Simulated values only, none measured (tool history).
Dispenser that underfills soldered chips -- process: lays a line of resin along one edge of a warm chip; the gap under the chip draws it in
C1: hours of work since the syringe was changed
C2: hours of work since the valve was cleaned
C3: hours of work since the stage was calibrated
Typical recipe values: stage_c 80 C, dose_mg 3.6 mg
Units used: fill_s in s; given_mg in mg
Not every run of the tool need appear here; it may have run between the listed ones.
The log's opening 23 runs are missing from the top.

Run 24, day 6.988: usual settings but stage_c 86 C, dose_mg 3.73 mg; C1 8; C2 108; C3 112. Result: fill_s 21.4 s, given_mg 3.52 mg.
At day 7.096: new syringe of resin.
Run 25, day 7.242: usual settings but stage_c 86 C, dose_mg 3.73 mg; C1 2; C2 111; C3 115. Result: fill_s 16.2 s, given_mg 3.55 mg.
At day 7.488: dispensing valve cleaned and set on the balance.
Run 26, day 7.671: usual settings but stage_c 86 C, dose_mg 3.73 mg; C1 8; C2 3; C3 121. Result: fill_s 20.5 s, given_mg 3.69 mg.
At day 7.788: new syringe of resin.
Run 27, day 8.112: usual settings but stage_c 75 C, dose_mg 4.42 mg; C1 5; C2 9; C3 127. Result: fill_s 27 s, given_mg 4.4 mg.
Run 28, day 8.312: usual settings but stage_c 75 C, dose_mg 4.42 mg; C1 8; C2 12; C3 130. Result: fill_s 29.8 s, given_mg 4.39 mg.
At day 8.4: new syringe of resin.
Run 29, day 8.717: usual settings but dose_mg 4.38 mg; C1 5; C2 17; C3 136. Result: fill_s 23.1 s, given_mg 4.33 mg.
Run 30, day 8.9: usual settings but dose_mg 4.38 mg; C1 7; C2 20; C3 138. Result: fill_s 25.1 s, given_mg 4.33 mg.
At day 9.025: new syringe of resin.
Run 31, day 9.271: usual settings but stage_c 71 C, dose_mg 4 mg; C1 4; C2 25; C3 143. Result: fill_s 28.9 s, given_mg 3.98 mg.
At day 9.654: new syringe of resin.
Run 32, day 9.721: usual settings but stage_c 71 C, dose_mg 4 mg; C1 1; C2 32; C3 150. Result: fill_s 27 s, given_mg 3.88 mg.
Run 33, day 10.146: usual settings but stage_c 82 C, dose_mg 3.16 mg; C1 7; C2 38; C3 156. Result: fill_s 23.8 s, given_mg 3.1 mg.
At day 10.271: new syringe of resin.
Run 34, day 10.542: usual settings but stage_c 67 C, dose_mg 4.05 mg; C1 4; C2 43; C3 161. Result: fill_s 34.5 s, given_mg 3.96 mg.
Run 35, day 10.867: usual settings but stage_c 67 C, dose_mg 4.05 mg; C1 9; C2 48; C3 166. Result: fill_s 41.1 s, given_mg 3.95 mg.

What if the next run were any one of these 4? Each begins from the tool's condition after run 35:
At day 10.904: new syringe of resin.
Run A, day 11.317: usual settings but stage_c 67 C, dose_mg 3.86 mg; C1 6; C2 54; C3 172. Result: fill_s ?, given_mg ?.
At day 10.904: new syringe of resin.
Run B, day 11.317: usual settings but stage_c 71 C; C1 6; C2 54; C3 172. Result: fill_s ?, given_mg ?.
At day 10.904: new syringe of resin.
Run C, day 11.317: usual settings but stage_c 91 C, dose_mg 4.48 mg; C1 6; C2 54; C3 172. Result: fill_s ?, given_mg ?.
At day 10.904: new syringe of resin.
Run D, day 11.317: usual settings but stage_c 78 C, dose_mg 4.05 mg; C1 6; C2 54; C3 172. Result: fill_s ?, given_mg ?.

run  fill_s  given_mg
  A    35.8      3.72
  B    31.2      3.51
  C    15.9      4.36
  D    24.8      3.99
Without the tool's unlogged condition, the same runs would have read:
run  fill_s  given_mg
  A    29.5      3.83
  B    25.8      3.61
  C    13.1      4.48
  D    20.5       4.1

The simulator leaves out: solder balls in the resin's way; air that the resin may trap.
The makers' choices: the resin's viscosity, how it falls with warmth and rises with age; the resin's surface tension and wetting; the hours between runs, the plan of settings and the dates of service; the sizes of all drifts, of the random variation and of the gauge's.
